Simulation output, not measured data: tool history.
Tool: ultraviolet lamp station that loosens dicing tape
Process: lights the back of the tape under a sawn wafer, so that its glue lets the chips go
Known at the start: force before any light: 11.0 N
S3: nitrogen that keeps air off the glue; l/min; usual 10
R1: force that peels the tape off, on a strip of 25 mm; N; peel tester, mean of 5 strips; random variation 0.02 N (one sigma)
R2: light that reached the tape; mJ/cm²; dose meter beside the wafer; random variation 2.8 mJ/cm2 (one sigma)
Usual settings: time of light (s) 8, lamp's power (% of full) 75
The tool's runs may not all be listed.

run 1 hour=0 | time_of_light_(s)=8 lamp's_power_(%_of_full)=75 S3=10 | R1=0.977 R2=394
run 2 hour=4.1 | time_of_light_(s)=8 lamp's_power_(%_of_full)=75 S3=10 | R1=0.988 R2=390
run 3 hour=8.7 | time_of_light_(s)=8 lamp's_power_(%_of_full)=75 S3=10 | R1=0.967 R2=386
run 4 hour=15.1 | time_of_light_(s)=8 lamp's_power_(%_of_full)=75 S3=10 | R1=0.981 R2=392
run 5 hour=21.8 | time_of_light_(s)=8 lamp's_power_(%_of_full)=75 S3=10 | R1=0.979 R2=392
run 6 hour=26.1 | time_of_light_(s)=8 lamp's_power_(%_of_full)=75 S3=10 | R1=0.98 R2=391
run 7 hour=31 | time_of_light_(s)=5 lamp's_power_(%_of_full)=75 S3=10 | R1=2.3 R2=241
run 8 hour=39 | time_of_light_(s)=8 lamp's_power_(%_of_full)=75 S3=10 | R1=0.954 R2=391
run 9 hour=44.9 | time_of_light_(s)=8 lamp's_power_(%_of_full)=75 S3=10 | R1=0.94 R2=386
run 10 hour=50.1 | time_of_light_(s)=8 lamp's_power_(%_of_full)=75 S3=10 | R1=0.998 R2=389
run 11 hour=56.6 | time_of_light_(s)=8 lamp's_power_(%_of_full)=75 S3=10 | R1=0.996 R2=389
run 12 hour=63.9 | time_of_light_(s)=8 lamp's_power_(%_of_full)=75 S3=10 | R1=0.992 R2=390
run 13 hour=68.3 | time_of_light_(s)=8 lamp's_power_(%_of_full)=92 S3=10 | R1=0.597 R2=477
run 14 hour=76.4 | time_of_light_(s)=8 lamp's_power_(%_of_full)=75 S3=10 | R1=0.965 R2=385
run 15 hour=84.2 | time_of_light_(s)=9 lamp's_power_(%_of_full)=75 S3=10 | R1=0.766 R2=435
run 16 hour=91 | time_of_light_(s)=8 lamp's_power_(%_of_full)=69 S3=10 | R1=1.205 R2=357
run 17 hour=99.8 | time_of_light_(s)=8 lamp's_power_(%_of_full)=75 S3=10 | R1=0.965 R2=390
run 18 hour=108.1 | time_of_light_(s)=8 lamp's_power_(%_of_full)=75 S3=10 | R1=0.992 R2=385
run 19 hour=116.4 | time_of_light_(s)=12 lamp's_power_(%_of_full)=75 S3=10 | R1=0.376 R2=583
run 20 hour=125 | time_of_light_(s)=8 lamp's_power_(%_of_full)=75 S3=6 | R1=1.293 R2=379
run 21 hour=128.8 | time_of_light_(s)=8 lamp's_power_(%_of_full)=75 S3=6 | R1=1.276 R2=388
run 22 hour=133.1 | time_of_light_(s)=8 lamp's_power_(%_of_full)=75 S3=6 | R1=1.287 R2=386
run 23 hour=141.9 | time_of_light_(s)=8 lamp's_power_(%_of_full)=75 S3=6 | R1=1.284 R2=382

Run 24 comes next. What will it give?
run 24 hour=149.4 | time_of_light_(s)=12 lamp's_power_(%_of_full)=69 S3=8 | R1=? R2=?

Run 24 gave R1 0.51 N, R2 533 mJ/cm².
Without the tool's hidden state the same run would have given R1 0.509 N, R2 533 mJ/cm².
